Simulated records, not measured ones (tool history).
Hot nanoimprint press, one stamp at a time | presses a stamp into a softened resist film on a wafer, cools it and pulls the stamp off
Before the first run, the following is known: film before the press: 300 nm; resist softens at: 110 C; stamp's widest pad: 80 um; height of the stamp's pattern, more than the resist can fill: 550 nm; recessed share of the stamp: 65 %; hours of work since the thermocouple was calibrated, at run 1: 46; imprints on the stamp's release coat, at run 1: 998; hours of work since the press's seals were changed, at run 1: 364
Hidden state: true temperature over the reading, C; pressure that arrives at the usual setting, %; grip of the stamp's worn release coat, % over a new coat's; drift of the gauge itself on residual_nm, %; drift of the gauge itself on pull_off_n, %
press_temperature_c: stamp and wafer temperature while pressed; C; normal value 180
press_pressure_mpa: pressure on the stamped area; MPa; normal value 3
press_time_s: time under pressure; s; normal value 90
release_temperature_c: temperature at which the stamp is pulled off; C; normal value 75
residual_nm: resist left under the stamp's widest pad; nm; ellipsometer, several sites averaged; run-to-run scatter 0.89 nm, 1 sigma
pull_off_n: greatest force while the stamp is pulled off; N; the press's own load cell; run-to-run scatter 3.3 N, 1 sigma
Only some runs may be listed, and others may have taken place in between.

run	day	press_temperature_c	press_pressure_mpa	press_time_s	release_temperature_c	hours of work since the thermocouple was calibrated	imprints on the stamp's release coat	hours of work since the press's seals were changed	residual_nm	pull_off_n
1	0	180	3	90	75	46	998	364	126	174
2	1.742	180	3	90	75	70	1077	389	126.5	178
3	4.442	182	3	90	75	108	1199	426	110.8	178
4	6.088	182	3	90	75	131	1274	449	109.3	177
5	9.929	180	3.14	90	75	184	1448	503	119.5	184
6	12.554	174	3.14	90	75	221	1567	540	163.7	188
7	14.204	174	3.14	90	75	244	1642	563	163.4	189
# day 16.75: press's hydraulic seals changed and the load cell set to zero
8	16.812	174	3.14	90	75	276	1745	1	159.2	185
9	20.596	174	3.14	90	75	329	1916	54	157	189
10	22.408	174	3.14	161	75	354	1998	79	127.6	194
11	25.971	180	3	113	75	404	2160	129	105	199
# day 27.129: stamp cleaned and given a new release coat
# day 29.579: plate thermocouple calibrated
12	29.579	180	3	136	75	0	105	174	104.6	157
13	32.629	180	3	136	75	43	243	216	104	160
14	35.371	180	3	136	75	81	367	255	104.4	164
15	37.371	180	3	136	75	109	458	282	102.1	160
16	39.779	183	3.34	90	75	142	567	316	96.7	170
17	42.079	171	3.34	90	79	174	671	348	185.9	159
18	45.604	180	1.88	95	75	224	831	397	144.5	168
19	49.162	180	3	104	62	273	992	447	111.2	201
20	52.942	182	2.41	90	66	326	1163	500	116.4	201
21	55.971	181	2.51	90	65	368	1301	542	118.8	201
22	57.658	180	3.71	90	70	392	1377	565	106.5	193
# day 60.025: press's hydraulic seals changed and the load cell set to zero
23	61.479	180	3.71	90	70	440	1535	20	101.5	197
# day 62.292: plate thermocouple calibrated
24	63.308	185	2.38	73	66	14	1612	44	112.8	216
25	66.721	180	2.49	65	75	62	1767	92	150.5	186
26	70.412	180	2.49	65	75	113	1934	143	152.8	193
27	72.962	184	3	90	61	149	2050	179	95.6	222
28	75.042	184	3	90	61	178	2144	208	95.6	226
# day 76.446: stamp cleaned and given a new release coat
29	78.033	180	3	80	75	216	72	246	125.9	152

5 options for the next run, each taken on its own from the tool as it stands now. Forecast them:
A	81.912	178	3	90	75	270	248	300	?	?
B	81.912	173	2.72	80	75	270	248	300	?	?
C	81.912	172	2.16	114	75	270	248	300	?	?
D	81.912	180	3	48	75	270	248	300	?	?
E	81.912	168	2.87	72	75	270	248	300	?	?

run	residual_nm	pull_off_n
A	134	156
B	188	157
C	189.7	159
D	150	157
E	230.1	156
Take away the tool's hidden state, keep each run's random variation, and the runs would have read:
run	residual_nm	pull_off_n
A	138.4	153
B	193.5	154
C	195.6	156
D	154.4	154
E	234.9	153
